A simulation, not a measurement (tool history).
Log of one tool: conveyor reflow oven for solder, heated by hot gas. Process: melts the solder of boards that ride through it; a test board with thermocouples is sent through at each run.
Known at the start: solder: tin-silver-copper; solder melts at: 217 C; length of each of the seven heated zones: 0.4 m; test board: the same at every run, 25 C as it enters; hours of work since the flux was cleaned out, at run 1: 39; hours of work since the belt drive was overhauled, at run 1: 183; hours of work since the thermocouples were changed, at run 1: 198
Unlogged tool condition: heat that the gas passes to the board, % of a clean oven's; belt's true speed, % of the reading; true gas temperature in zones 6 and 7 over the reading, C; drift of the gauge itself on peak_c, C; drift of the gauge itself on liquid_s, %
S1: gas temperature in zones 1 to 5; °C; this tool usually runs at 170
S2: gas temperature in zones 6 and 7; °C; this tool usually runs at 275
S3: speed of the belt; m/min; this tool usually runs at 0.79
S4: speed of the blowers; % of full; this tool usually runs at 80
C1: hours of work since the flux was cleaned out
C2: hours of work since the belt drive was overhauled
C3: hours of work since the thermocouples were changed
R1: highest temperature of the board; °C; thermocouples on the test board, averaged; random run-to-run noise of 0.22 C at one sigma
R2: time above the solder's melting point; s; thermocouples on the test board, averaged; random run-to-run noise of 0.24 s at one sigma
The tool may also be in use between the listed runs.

{"run": 1, "hour": 0.0, "S1": 170, "S2": 275, "S3": 0.79, "S4": 80, "C1": 39, "C2": 183, "C3": 198, "R1": 263.3, "R2": 50.6}
{"run": 2, "hour": 22.5, "S1": 170, "S2": 275, "S3": 0.79, "S4": 80, "C1": 49, "C2": 193, "C3": 208, "R1": 263.1, "R2": 50.9}
{"run": 3, "hour": 42.8, "S1": 170, "S2": 275, "S3": 0.79, "S4": 80, "C1": 58, "C2": 202, "C3": 217, "R1": 263.7, "R2": 51.2}
{"run": 4, "hour": 68.9, "S1": 170, "S2": 275, "S3": 0.79, "S4": 55, "C1": 70, "C2": 214, "C3": 229, "R1": 258.9, "R2": 48.2}
{"run": 5, "hour": 93.9, "S1": 170, "S2": 275, "S3": 0.79, "S4": 55, "C1": 81, "C2": 225, "C3": 240, "R1": 258.5, "R2": 47.7}
{"run": 6, "hour": 119.4, "S1": 170, "S2": 275, "S3": 0.79, "S4": 80, "C1": 92, "C2": 236, "C3": 251, "R1": 263.5, "R2": 50.7}
{"run": 7, "hour": 131.2, "S1": 170, "S2": 275, "S3": 0.79, "S4": 80, "C1": 98, "C2": 242, "C3": 257, "R1": 263, "R2": 51.2}
{"run": 8, "hour": 151.3, "S1": 170, "S2": 275, "S3": 0.79, "S4": 80, "C1": 107, "C2": 251, "C3": 266, "R1": 263.1, "R2": 50.7}
{"run": 9, "hour": 176.1, "S1": 170, "S2": 279, "S3": 0.79, "S4": 80, "C1": 118, "C2": 262, "C3": 277, "R1": 266.7, "R2": 51.9}
{"run": 10, "hour": 190.8, "S1": 170, "S2": 279, "S3": 0.79, "S4": 80, "C1": 125, "C2": 269, "C3": 284, "R1": 266.7, "R2": 52.1}
{"run": 11, "hour": 203.3, "S1": 170, "S2": 279, "S3": 0.79, "S4": 80, "C1": 130, "C2": 274, "C3": 289, "R1": 266.6, "R2": 52}
{"run": 12, "hour": 222.7, "S1": 170, "S2": 279, "S3": 0.79, "S4": 80, "C1": 139, "C2": 283, "C3": 298, "R1": 266.8, "R2": 52.2}
{"run": 13, "hour": 233.4, "S1": 170, "S2": 286, "S3": 0.79, "S4": 52, "C1": 144, "C2": 288, "C3": 303, "R1": 267.6, "R2": 52.2}
{"run": 14, "hour": 252.1, "S1": 164, "S2": 286, "S3": 0.79, "S4": 69, "C1": 152, "C2": 296, "C3": 311, "R1": 270.4, "R2": 52.2}
{"run": 15, "hour": 278.0, "S1": 164, "S2": 286, "S3": 0.79, "S4": 69, "C1": 164, "C2": 308, "C3": 323, "R1": 269.5, "R2": 52.1}
{"run": 16, "hour": 289.8, "S1": 170, "S2": 270, "S3": 0.924, "S4": 80, "C1": 169, "C2": 313, "C3": 328, "R1": 253.5, "R2": 38.4}
{"hour": 310.4, "done": "flux residue cleaned out of gas plates and filters"}
{"run": 17, "hour": 320.2, "S1": 170, "S2": 283, "S3": 0.79, "S4": 80, "C1": 4, "C2": 325, "C3": 340, "R1": 271, "R2": 53.9}
{"run": 18, "hour": 336.4, "S1": 170, "S2": 275, "S3": 0.79, "S4": 79, "C1": 12, "C2": 332, "C3": 347, "R1": 263.7, "R2": 51.3}
{"run": 19, "hour": 358.0, "S1": 160, "S2": 266, "S3": 0.691, "S4": 80, "C1": 21, "C2": 342, "C3": 357, "R1": 257.7, "R2": 54.4}
{"run": 20, "hour": 380.2, "S1": 160, "S2": 266, "S3": 0.691, "S4": 80, "C1": 31, "C2": 352, "C3": 367, "R1": 257.7, "R2": 54.3}

Run 21 is up next; what results do you expect?
{"run": 21, "hour": 403.9, "S1": 161, "S2": 266, "S3": 0.658, "S4": 50, "C1": 42, "C2": 362, "C3": 377, "R1": "?", "R2": "?"}

R1: 254.2 °C
R2: 53.9 s
The same run, on a tool lacking any hidden state, would have yielded R1 253.7 °C, R2 53.1 s.
